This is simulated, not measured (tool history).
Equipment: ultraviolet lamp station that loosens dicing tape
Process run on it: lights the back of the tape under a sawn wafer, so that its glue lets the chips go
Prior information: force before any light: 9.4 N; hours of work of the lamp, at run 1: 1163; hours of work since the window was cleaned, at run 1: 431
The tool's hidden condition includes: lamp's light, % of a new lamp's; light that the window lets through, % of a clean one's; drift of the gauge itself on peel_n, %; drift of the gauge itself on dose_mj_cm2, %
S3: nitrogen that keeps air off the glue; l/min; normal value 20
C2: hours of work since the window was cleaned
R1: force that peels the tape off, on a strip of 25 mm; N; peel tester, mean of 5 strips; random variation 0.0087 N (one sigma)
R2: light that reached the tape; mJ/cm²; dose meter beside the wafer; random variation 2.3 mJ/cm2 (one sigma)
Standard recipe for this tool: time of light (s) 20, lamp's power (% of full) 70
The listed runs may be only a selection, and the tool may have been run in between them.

{"run": 1, "hour": 0.0, "time of light (s)": 20, "lamp's power (% of full)": 70, "S3": 20, "hours of work of the lamp": 1163, "C2": 431, "R1": 0.86, "R2": 161}
{"run": 2, "hour": 79.1, "time of light (s)": 20, "lamp's power (% of full)": 70, "S3": 20, "hours of work of the lamp": 1199, "C2": 468, "R1": 0.933, "R2": 157}
{"run": 3, "hour": 145.0, "time of light (s)": 20, "lamp's power (% of full)": 70, "S3": 8, "hours of work of the lamp": 1229, "C2": 498, "R1": 1.505, "R2": 157}
{"hour": 187.4, "done": "window cleaned of glue's vapour"}
{"run": 4, "hour": 218.6, "time of light (s)": 20, "lamp's power (% of full)": 70, "S3": 20, "hours of work of the lamp": 1263, "C2": 14, "R1": 0.698, "R2": 182}
{"run": 5, "hour": 252.7, "time of light (s)": 20, "lamp's power (% of full)": 70, "S3": 20, "hours of work of the lamp": 1278, "C2": 30, "R1": 0.688, "R2": 179}
{"run": 6, "hour": 286.7, "time of light (s)": 20, "lamp's power (% of full)": 70, "S3": 20, "hours of work of the lamp": 1294, "C2": 45, "R1": 0.695, "R2": 178}
{"run": 7, "hour": 359.4, "time of light (s)": 12, "lamp's power (% of full)": 69, "S3": 20, "hours of work of the lamp": 1327, "C2": 79, "R1": 1.88, "R2": 107}
{"run": 8, "hour": 415.2, "time of light (s)": 12, "lamp's power (% of full)": 69, "S3": 20, "hours of work of the lamp": 1353, "C2": 104, "R1": 1.912, "R2": 102}
{"run": 9, "hour": 453.0, "time of light (s)": 33, "lamp's power (% of full)": 69, "S3": 20, "hours of work of the lamp": 1370, "C2": 122, "R1": 0.265, "R2": 279}
{"run": 10, "hour": 488.4, "time of light (s)": 33, "lamp's power (% of full)": 69, "S3": 20, "hours of work of the lamp": 1386, "C2": 138, "R1": 0.272, "R2": 274}
{"run": 11, "hour": 554.5, "time of light (s)": 15, "lamp's power (% of full)": 69, "S3": 14, "hours of work of the lamp": 1416, "C2": 168, "R1": 1.65, "R2": 120}

4 ways to go on from here, each from the tool as it stands after run 11. What would each give?
{"run": "A", "hour": 610.0, "time of light (s)": 28, "lamp's power (% of full)": 82, "S3": 29, "hours of work of the lamp": 1442, "C2": 193, "R1": "?", "R2": "?"}
{"run": "B", "hour": 610.0, "time of light (s)": 15, "lamp's power (% of full)": 69, "S3": 15, "hours of work of the lamp": 1442, "C2": 193, "R1": "?", "R2": "?"}
{"run": "C", "hour": 610.0, "time of light (s)": 32, "lamp's power (% of full)": 70, "S3": 20, "hours of work of the lamp": 1442, "C2": 193, "R1": "?", "R2": "?"}
{"run": "D", "hour": 610.0, "time of light (s)": 11, "lamp's power (% of full)": 80, "S3": 20, "hours of work of the lamp": 1442, "C2": 193, "R1": "?", "R2": "?"}

run=A R1=0.245 R2=267
run=B R1=1.670 R2=119
run=C R1=0.309 R2=263
run=D R1=1.982 R2=102
With the hidden condition removed and each run's random variation left untouched, the same runs would have given:
run=A R1=0.164 R2=394
run=B R1=0.805 R2=175
run=C R1=0.191 R2=386
run=D R1=1.003 R2=150
